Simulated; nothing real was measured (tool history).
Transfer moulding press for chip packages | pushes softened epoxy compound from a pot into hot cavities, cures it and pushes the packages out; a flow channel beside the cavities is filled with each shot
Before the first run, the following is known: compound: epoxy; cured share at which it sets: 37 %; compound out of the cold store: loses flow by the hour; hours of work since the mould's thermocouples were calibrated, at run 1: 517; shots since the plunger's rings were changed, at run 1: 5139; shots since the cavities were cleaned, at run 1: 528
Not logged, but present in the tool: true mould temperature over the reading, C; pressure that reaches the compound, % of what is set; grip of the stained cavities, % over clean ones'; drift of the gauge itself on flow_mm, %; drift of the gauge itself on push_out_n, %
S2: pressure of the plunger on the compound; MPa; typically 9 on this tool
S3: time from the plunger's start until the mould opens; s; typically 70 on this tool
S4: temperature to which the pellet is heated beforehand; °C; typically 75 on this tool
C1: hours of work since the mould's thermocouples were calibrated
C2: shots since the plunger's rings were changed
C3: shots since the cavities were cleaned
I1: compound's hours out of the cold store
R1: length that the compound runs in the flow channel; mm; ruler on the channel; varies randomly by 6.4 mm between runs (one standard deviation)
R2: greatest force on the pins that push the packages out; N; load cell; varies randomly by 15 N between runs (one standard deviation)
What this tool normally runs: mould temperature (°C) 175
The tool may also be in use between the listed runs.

run 1 hour=0.0 | mould_temperature_(°C)=175 S2=9 S3=70 S4=75 | C1=517 C2=5139 C3=528 | I1=16.8 | R1=964 R2=732
-- hour=34.4 cavities cleaned with cleaning compound and waxed
run 2 hour=62.3 | mould_temperature_(°C)=175 S2=9 S3=70 S4=75 | C1=554 C2=6047 C3=417 | I1=27.9 | R1=927 R2=721
-- hour=88.2 plunger's sealing rings changed
-- hour=106.1 cavities cleaned with cleaning compound and waxed
run 3 hour=120.4 | mould_temperature_(°C)=171 S2=9 S3=70 S4=75 | C1=587 C2=458 C3=213 | I1=46.3 | R1=882 R2=884
run 4 hour=165.1 | mould_temperature_(°C)=171 S2=9 S3=70 S4=75 | C1=614 C2=1126 C3=881 | I1=26.1 | R1=945 R2=955
-- hour=172.8 cavities cleaned with cleaning compound and waxed
run 5 hour=206.1 | mould_temperature_(°C)=171 S2=9 S3=70 S4=75 | C1=638 C2=1716 C3=498 | I1=37.5 | R1=911 R2=896
-- hour=240.2 cavities cleaned with cleaning compound and waxed
run 6 hour=240.2 | mould_temperature_(°C)=175 S2=9 S3=70 S4=77 | C1=658 C2=2203 C3=0 | I1=19.6 | R1=940 R2=713
run 7 hour=277.1 | mould_temperature_(°C)=175 S2=9 S3=70 S4=75 | C1=681 C2=2754 C3=551 | I1=16.6 | R1=969 R2=735
-- hour=298.0 mould's thermocouples calibrated
-- hour=312.0 cavities cleaned with cleaning compound and waxed
run 8 hour=357.6 | mould_temperature_(°C)=175 S2=9 S3=70 S4=75 | C1=35 C2=3904 C3=681 | I1=32.8 | R1=917 R2=705
-- hour=382.9 cavities cleaned with cleaning compound and waxed
run 9 hour=397.0 | mould_temperature_(°C)=175 S2=9 S3=70 S4=75 | C1=59 C2=4470 C3=210 | I1=39.5 | R1=885 R2=684
-- hour=450.5 cavities cleaned with cleaning compound and waxed
run 10 hour=458.8 | mould_temperature_(°C)=175 S2=9 S3=70 S4=75 | C1=95 C2=5371 C3=125 | I1=12.5 | R1=978 R2=767
-- hour=519.6 cavities cleaned with cleaning compound and waxed
-- hour=534.1 plunger's sealing rings changed
run 11 hour=536.8 | mould_temperature_(°C)=175 S2=9 S3=70 S4=75 | C1=140 C2=41 C3=219 | I1=20.3 | R1=945 R2=727
-- hour=589.0 cavities cleaned with cleaning compound and waxed
run 12 hour=596.5 | mould_temperature_(°C)=179 S2=9 S3=70 S4=75 | C1=176 C2=910 C3=112 | I1=31.8 | R1=900 R2=571
run 13 hour=634.0 | mould_temperature_(°C)=179 S2=9 S3=70 S4=75 | C1=199 C2=1470 C3=672 | I1=11.1 | R1=972 R2=581
-- hour=657.4 cavities cleaned with cleaning compound and waxed
run 14 hour=696.7 | mould_temperature_(°C)=179 S2=9 S3=70 S4=75 | C1=236 C2=2385 C3=588 | I1=46.5 | R1=849 R2=561
-- hour=726.7 cavities cleaned with cleaning compound and waxed
run 15 hour=756.6 | mould_temperature_(°C)=179 S2=9 S3=70 S4=75 | C1=272 C2=3256 C3=447 | I1=24.4 | R1=919 R2=578
-- hour=796.8 cavities cleaned with cleaning compound and waxed
run 16 hour=826.4 | mould_temperature_(°C)=179 S2=9 S3=70 S4=75 | C1=313 C2=4277 C3=443 | I1=36.2 | R1=890 R2=578

Run 17 comes next. What will it give?
-- hour=865.2 cavities cleaned with cleaning compound and waxed
run 17 hour=877.7 | mould_temperature_(°C)=179 S2=9 S3=70 S4=75 | C1=344 C2=5020 C3=187 | I1=37.8 | R1=? R2=?

R1: 876 mm
R2: 565 N
On a tool with no hidden condition, and with the same random variation, this run would have come out at R1 876 mm, R2 564 N.
